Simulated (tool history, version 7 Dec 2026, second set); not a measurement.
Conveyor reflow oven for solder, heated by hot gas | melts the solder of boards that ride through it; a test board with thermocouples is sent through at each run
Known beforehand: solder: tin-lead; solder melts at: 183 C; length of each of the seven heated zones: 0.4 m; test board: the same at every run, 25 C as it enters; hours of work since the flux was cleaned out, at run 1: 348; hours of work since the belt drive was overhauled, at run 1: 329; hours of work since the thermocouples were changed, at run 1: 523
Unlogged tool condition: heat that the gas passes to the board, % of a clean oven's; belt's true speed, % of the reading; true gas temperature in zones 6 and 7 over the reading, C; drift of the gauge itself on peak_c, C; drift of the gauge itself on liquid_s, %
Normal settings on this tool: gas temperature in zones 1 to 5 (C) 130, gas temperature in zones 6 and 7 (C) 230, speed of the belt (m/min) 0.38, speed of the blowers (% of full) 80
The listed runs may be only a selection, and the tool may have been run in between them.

run,hour,gas temperature in zones 1 to 5 (C),gas temperature in zones 6 and 7 (C),speed of the belt (m/min),speed of the blowers (% of full),hours of work since the flux was cleaned out,hours of work since the belt drive was overhauled,hours of work since the thermocouples were changed,highest temperature of the board (C),time above the solder's melting point (s)
1,0,130,230,0.38,80,348,329,523,216.7,91
# hour 14.7: flux residue cleaned out of gas plates and filters
2,21.2,130,230,0.38,80,4,340,534,217.3,91.3
3,43.7,130,230,0.38,72,18,354,548,215.7,89.1
4,60.6,130,230,0.428,80,29,365,559,212.9,75.2
5,84.6,130,230,0.38,80,44,380,574,216.7,91.5
6,108.4,130,230,0.38,80,59,395,589,217,91.1
7,122.9,130,230,0.38,80,69,404,598,216.4,91.1
8,137.6,130,230,0.38,80,78,413,607,216.7,91
9,162.8,130,230,0.38,80,94,429,623,217.2,91.3
10,186.4,130,230,0.38,80,109,444,638,217.4,91
11,204.3,130,218,0.38,80,120,456,650,206.4,75.9
12,215.4,130,230,0.38,80,127,463,657,216.9,90.6
13,229,130,239,0.38,80,136,471,665,225.1,100.2
14,255.3,130,220,0.38,80,153,488,682,207.9,79.4
15,268.9,130,224,0.38,80,161,497,691,211.4,84.6
16,290.2,130,224,0.38,80,175,510,704,211.8,84.6
17,310.9,127,230,0.32,64,188,523,717,218.8,110.2
18,333.9,135,220,0.336,55,202,538,732,207.9,92.5
19,349.2,135,220,0.336,55,212,548,742,207.6,91.7
20,370.9,135,220,0.336,55,226,561,755,207.4,91.9
21,396,135,220,0.336,55,242,577,771,207.6,91.6
22,412.9,135,220,0.336,55,253,588,782,207.4,92.5
23,436,139,243,0.389,55,267,603,797,224.6,100.2
24,451,134,230,0.418,80,277,612,806,215.1,81.1
25,473.9,134,230,0.418,54,291,627,821,209.1,72.3
26,485.9,130,223,0.38,80,299,634,828,210.2,83.2
27,502.1,130,223,0.38,80,309,645,839,210.8,83.4
28,523.1,120,230,0.329,60,322,658,852,216.3,98.7
29,539.1,139,230,0.414,85,333,668,862,216.3,86.8

Here are 3 independent what-if runs from the current tool condition. What would each one return?
A,557.4,130,240,0.38,80,344,680,874,?,?
B,557.4,123,230,0.414,85,344,680,874,?,?
C,557.4,125,222,0.38,86,344,680,874,?,?

run,highest temperature of the board (C),time above the solder's melting point (s)
A,225.7,100.8
B,213.9,76.8
C,210.2,80.1
With the hidden condition removed and each run's random variation left untouched, the same runs would have given:
run,highest temperature of the board (C),time above the solder's melting point (s)
A,225.7,100.8
B,213.9,76.9
C,210.2,80.1

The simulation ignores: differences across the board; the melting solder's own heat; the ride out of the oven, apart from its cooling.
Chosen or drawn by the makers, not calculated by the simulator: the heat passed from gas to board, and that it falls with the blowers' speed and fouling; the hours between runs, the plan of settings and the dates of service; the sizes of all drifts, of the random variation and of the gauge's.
